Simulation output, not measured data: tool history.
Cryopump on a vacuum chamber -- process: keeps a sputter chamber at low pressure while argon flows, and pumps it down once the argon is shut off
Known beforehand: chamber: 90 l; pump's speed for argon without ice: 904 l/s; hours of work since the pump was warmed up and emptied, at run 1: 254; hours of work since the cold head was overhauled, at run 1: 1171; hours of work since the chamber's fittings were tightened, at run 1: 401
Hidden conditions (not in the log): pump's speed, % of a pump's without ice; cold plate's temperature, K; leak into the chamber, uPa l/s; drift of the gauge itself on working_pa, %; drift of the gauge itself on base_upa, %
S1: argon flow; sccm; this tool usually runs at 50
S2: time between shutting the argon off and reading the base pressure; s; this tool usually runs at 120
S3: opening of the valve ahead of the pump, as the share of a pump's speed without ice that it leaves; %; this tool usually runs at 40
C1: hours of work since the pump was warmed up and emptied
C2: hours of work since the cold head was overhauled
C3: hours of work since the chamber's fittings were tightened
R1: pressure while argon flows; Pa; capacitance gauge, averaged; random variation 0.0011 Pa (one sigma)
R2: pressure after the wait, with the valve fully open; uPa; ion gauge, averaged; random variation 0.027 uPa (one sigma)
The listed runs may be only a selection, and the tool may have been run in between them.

run 1 hour=0 | S1=50 S2=120 S3=40 | C1=254 C2=1171 C3=401 | R1=0.2419 R2=1.66
run 2 hour=68.4 | S1=50 S2=120 S3=40 | C1=282 C2=1199 C3=429 | R1=0.2438 R2=1.73
run 3 hour=127.7 | S1=50 S2=120 S3=40 | C1=306 C2=1223 C3=453 | R1=0.2444 R2=1.69
run 4 hour=221.3 | S1=50 S2=120 S3=40 | C1=345 C2=1261 C3=492 | R1=0.2462 R2=1.76
run 5 hour=266 | S1=50 S2=120 S3=40 | C1=363 C2=1280 C3=510 | R1=0.2464 R2=1.76
run 6 hour=306.5 | S1=50 S2=120 S3=40 | C1=380 C2=1296 C3=526 | R1=0.2457 R2=1.77
run 7 hour=351.5 | S1=50 S2=120 S3=40 | C1=398 C2=1315 C3=545 | R1=0.2464 R2=1.8
run 8 hour=424.9 | S1=50 S2=120 S3=40 | C1=428 C2=1345 C3=575 | R1=0.2509 R2=1.85
run 9 hour=500.3 | S1=50 S2=120 S3=40 | C1=459 C2=1376 C3=606 | R1=0.2495 R2=1.88
run 10 hour=553.5 | S1=50 S2=120 S3=40 | C1=481 C2=1397 C3=628 | R1=0.251 R2=1.89
run 11 hour=591.2 | S1=50 S2=120 S3=40 | C1=496 C2=1413 C3=643 | R1=0.2504 R2=1.96
run 12 hour=685.1 | S1=50 S2=120 S3=40 | C1=535 C2=1451 C3=681 | R1=0.2487 R2=2.02
run 13 hour=750.5 | S1=50 S2=120 S3=40 | C1=561 C2=1478 C3=708 | R1=0.2538 R2=2.09
run 14 hour=820.8 | S1=50 S2=120 S3=40 | C1=590 C2=1507 C3=737 | R1=0.2556 R2=2.06
run 15 hour=892.3 | S1=50 S2=120 S3=40 | C1=619 C2=1536 C3=766 | R1=0.2571 R2=2.11
run 16 hour=931.7 | S1=50 S2=120 S3=40 | C1=636 C2=1552 C3=782 | R1=0.2579 R2=2.2
run 17 hour=993.7 | S1=88 S2=88 S3=17 | C1=661 C2=1577 C3=808 | R1=1.0133 R2=2.56
run 18 hour=1054.3 | S1=29 S2=120 S3=25 | C1=686 C2=1602 C3=833 | R1=0.2327 R2=2.17
run 19 hour=1139.3 | S1=34 S2=120 S3=40 | C1=720 C2=1637 C3=867 | R1=0.1783 R2=2.4
run 20 hour=1218.3 | S1=34 S2=177 S3=24 | C1=753 C2=1669 C3=900 | R1=0.2846 R2=2.06
run 21 hour=1261.9 | S1=32 S2=65 S3=17 | C1=771 C2=1687 C3=917 | R1=0.3714 R2=3.16
run 22 hour=1326.4 | S1=66 S2=120 S3=40 | C1=797 C2=1714 C3=944 | R1=0.3515 R2=2.39
run 23 hour=1377.9 | S1=66 S2=120 S3=40 | C1=818 C2=1735 C3=965 | R1=0.3518 R2=2.5

Run 24 is up next; what results do you expect?
run 24 hour=1432 | S1=66 S2=120 S3=40 | C1=840 C2=1757 C3=987 | R1=? R2=?

Run 24 yielded R1 0.3532 Pa, R2 2.51 uPa.
Minus the tool's unlogged condition, the same run would have read R1 0.3084 Pa, R2 1.18 uPa.
